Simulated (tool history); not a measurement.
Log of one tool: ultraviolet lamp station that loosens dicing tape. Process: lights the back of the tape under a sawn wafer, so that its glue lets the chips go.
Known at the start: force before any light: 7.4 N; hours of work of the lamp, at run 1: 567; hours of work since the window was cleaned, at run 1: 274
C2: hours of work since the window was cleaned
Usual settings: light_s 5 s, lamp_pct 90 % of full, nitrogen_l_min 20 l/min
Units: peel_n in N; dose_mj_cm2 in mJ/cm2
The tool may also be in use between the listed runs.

run 1 hour=0.0 | light_s=5 lamp_pct=90 nitrogen_l_min=20 | hours_of_work_of_the_lamp=567 C2=274 | peel_n=0.592 dose_mj_cm2=524
run 2 hour=19.0 | light_s=6 lamp_pct=90 nitrogen_l_min=20 | hours_of_work_of_the_lamp=581 C2=289 | peel_n=0.429 dose_mj_cm2=619
run 3 hour=37.8 | light_s=6 lamp_pct=90 nitrogen_l_min=20 | hours_of_work_of_the_lamp=596 C2=304 | peel_n=0.422 dose_mj_cm2=618
run 4 hour=49.9 | light_s=6 lamp_pct=90 nitrogen_l_min=20 | hours_of_work_of_the_lamp=605 C2=313 | peel_n=0.441 dose_mj_cm2=610
run 5 hour=63.5 | light_s=6 lamp_pct=90 nitrogen_l_min=20 | hours_of_work_of_the_lamp=616 C2=323 | peel_n=0.422 dose_mj_cm2=617
run 6 hour=87.0 | light_s=6 lamp_pct=90 nitrogen_l_min=20 | hours_of_work_of_the_lamp=634 C2=342 | peel_n=0.426 dose_mj_cm2=607
-- hour=89.7 window cleaned of glue's vapour
run 7 hour=111.7 | light_s=5 lamp_pct=90 nitrogen_l_min=17 | hours_of_work_of_the_lamp=653 C2=17 | peel_n=0.730 dose_mj_cm2=483
run 8 hour=132.0 | light_s=5 lamp_pct=90 nitrogen_l_min=17 | hours_of_work_of_the_lamp=668 C2=33 | peel_n=0.739 dose_mj_cm2=484
run 9 hour=153.1 | light_s=4 lamp_pct=62 nitrogen_l_min=19 | hours_of_work_of_the_lamp=685 C2=49 | peel_n=1.729 dose_mj_cm2=264
run 10 hour=163.9 | light_s=4 lamp_pct=62 nitrogen_l_min=19 | hours_of_work_of_the_lamp=693 C2=57 | peel_n=1.738 dose_mj_cm2=259
run 11 hour=181.9 | light_s=4 lamp_pct=62 nitrogen_l_min=19 | hours_of_work_of_the_lamp=707 C2=71 | peel_n=1.748 dose_mj_cm2=260
run 12 hour=201.9 | light_s=4 lamp_pct=62 nitrogen_l_min=10 | hours_of_work_of_the_lamp=722 C2=87 | peel_n=2.422 dose_mj_cm2=262
run 13 hour=222.5 | light_s=5 lamp_pct=97 nitrogen_l_min=7 | hours_of_work_of_the_lamp=738 C2=103 | peel_n=1.234 dose_mj_cm2=505
-- hour=229.7 window cleaned of glue's vapour, once more
run 14 hour=238.9 | light_s=5 lamp_pct=97 nitrogen_l_min=7 | hours_of_work_of_the_lamp=750 C2=7 | peel_n=0.957 dose_mj_cm2=585
run 15 hour=249.8 | light_s=3 lamp_pct=90 nitrogen_l_min=20 | hours_of_work_of_the_lamp=759 C2=16 | peel_n=1.305 dose_mj_cm2=320

5 ways to go on from here, each from the tool as it stands after run 15. What would each give?
run A hour=262.6 | light_s=10 lamp_pct=87 nitrogen_l_min=35 | hours_of_work_of_the_lamp=769 C2=25 | peel_n=? dose_mj_cm2=?
run B hour=262.6 | light_s=3 lamp_pct=91 nitrogen_l_min=20 | hours_of_work_of_the_lamp=769 C2=25 | peel_n=? dose_mj_cm2=?
run C hour=262.6 | light_s=5 lamp_pct=61 nitrogen_l_min=16 | hours_of_work_of_the_lamp=769 C2=25 | peel_n=? dose_mj_cm2=?
run D hour=262.6 | light_s=5 lamp_pct=60 nitrogen_l_min=9 | hours_of_work_of_the_lamp=769 C2=25 | peel_n=? dose_mj_cm2=?
run E hour=262.6 | light_s=4 lamp_pct=75 nitrogen_l_min=9 | hours_of_work_of_the_lamp=769 C2=25 | peel_n=? dose_mj_cm2=?

run=A peel_n=0.263 dose_mj_cm2=1033
run=B peel_n=1.301 dose_mj_cm2=320
run=C peel_n=1.265 dose_mj_cm2=360
run=D peel_n=1.745 dose_mj_cm2=358
run=E peel_n=1.784 dose_mj_cm2=363
Without the tool's hidden state the same runs would have given:
run=A peel_n=0.260 dose_mj_cm2=1246
run=B peel_n=0.959 dose_mj_cm2=387
run=C peel_n=0.925 dose_mj_cm2=435
run=D peel_n=1.331 dose_mj_cm2=432
run=E peel_n=1.362 dose_mj_cm2=438

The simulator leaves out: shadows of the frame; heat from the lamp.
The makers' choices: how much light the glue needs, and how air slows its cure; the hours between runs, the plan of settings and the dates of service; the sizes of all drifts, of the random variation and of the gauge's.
